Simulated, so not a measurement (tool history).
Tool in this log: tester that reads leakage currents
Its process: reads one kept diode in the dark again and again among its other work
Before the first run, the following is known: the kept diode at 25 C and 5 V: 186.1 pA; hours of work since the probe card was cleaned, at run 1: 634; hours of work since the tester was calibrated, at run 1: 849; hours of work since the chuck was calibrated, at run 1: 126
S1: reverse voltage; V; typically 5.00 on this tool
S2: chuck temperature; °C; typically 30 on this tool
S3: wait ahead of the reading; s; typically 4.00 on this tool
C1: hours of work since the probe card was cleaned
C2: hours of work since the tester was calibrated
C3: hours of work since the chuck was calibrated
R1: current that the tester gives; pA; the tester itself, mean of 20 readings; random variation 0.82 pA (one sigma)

run 1 hour=0.0 | S1=5.00 S2=30 S3=4.00 | C1=634 C2=849 C3=126 | R1=275.62
run 2 hour=27.2 | S1=5.00 S2=30 S3=4.00 | C1=649 C2=864 C3=141 | R1=273.63
run 3 hour=42.4 | S1=5.00 S2=30 S3=4.00 | C1=658 C2=873 C3=149 | R1=273.29
run 4 hour=70.3 | S1=1.28 S2=30 S3=4.00 | C1=673 C2=888 C3=165 | R1=180.45
run 5 hour=103.2 | S1=1.28 S2=30 S3=4.00 | C1=691 C2=906 C3=183 | R1=180.31
run 6 hour=128.3 | S1=1.28 S2=30 S3=4.00 | C1=705 C2=920 C3=197 | R1=180.75
run 7 hour=150.1 | S1=1.28 S2=30 S3=4.00 | C1=717 C2=932 C3=209 | R1=180.71
run 8 hour=180.4 | S1=1.28 S2=30 S3=4.00 | C1=734 C2=949 C3=225 | R1=180.40
run 9 hour=211.6 | S1=1.28 S2=30 S3=4.00 | C1=751 C2=966 C3=243 | R1=179.75
run 10 hour=232.4 | S1=1.28 S2=30 S3=4.00 | C1=763 C2=977 C3=254 | R1=180.05
run 11 hour=249.3 | S1=5.00 S2=30 S3=5.97 | C1=772 C2=987 C3=263 | R1=273.63
run 12 hour=269.2 | S1=5.00 S2=30 S3=6.07 | C1=783 C2=998 C3=274 | R1=275.23
run 13 hour=290.0 | S1=5.00 S2=30 S3=6.07 | C1=794 C2=1009 C3=286 | R1=276.19
run 14 hour=323.4 | S1=5.00 S2=30 S3=6.07 | C1=813 C2=1028 C3=304 | R1=272.89
run 15 hour=339.0 | S1=5.00 S2=30 S3=6.07 | C1=821 C2=1036 C3=313 | R1=274.16
run 16 hour=360.1 | S1=5.00 S2=30 S3=6.07 | C1=833 C2=1048 C3=324 | R1=273.83
run 17 hour=393.8 | S1=5.00 S2=30 S3=6.07 | C1=852 C2=1066 C3=343 | R1=273.98
run 18 hour=427.0 | S1=5.00 S2=30 S3=4.00 | C1=870 C2=1085 C3=361 | R1=274.79
run 19 hour=443.7 | S1=5.00 S2=30 S3=4.00 | C1=879 C2=1094 C3=371 | R1=274.29
run 20 hour=461.7 | S1=1.38 S2=30 S3=4.00 | C1=889 C2=1104 C3=380 | R1=184.93
run 21 hour=479.8 | S1=1.38 S2=30 S3=4.00 | C1=899 C2=1114 C3=390 | R1=184.69
run 22 hour=514.1 | S1=1.38 S2=46 S3=2.51 | C1=918 C2=1133 C3=409 | R1=584.81
run 23 hour=539.5 | S1=1.40 S2=42 S3=2.58 | C1=932 C2=1147 C3=423 | R1=447.01

The next listed run, before its measurement:
run 24 hour=563.2 | S1=1.40 S2=42 S3=2.58 | C1=945 C2=1160 C3=436 | R1=?

R1: 444.52 pA
On a tool with no hidden condition, and with the same random variation, this run would have come out at R1 444.97 pA.
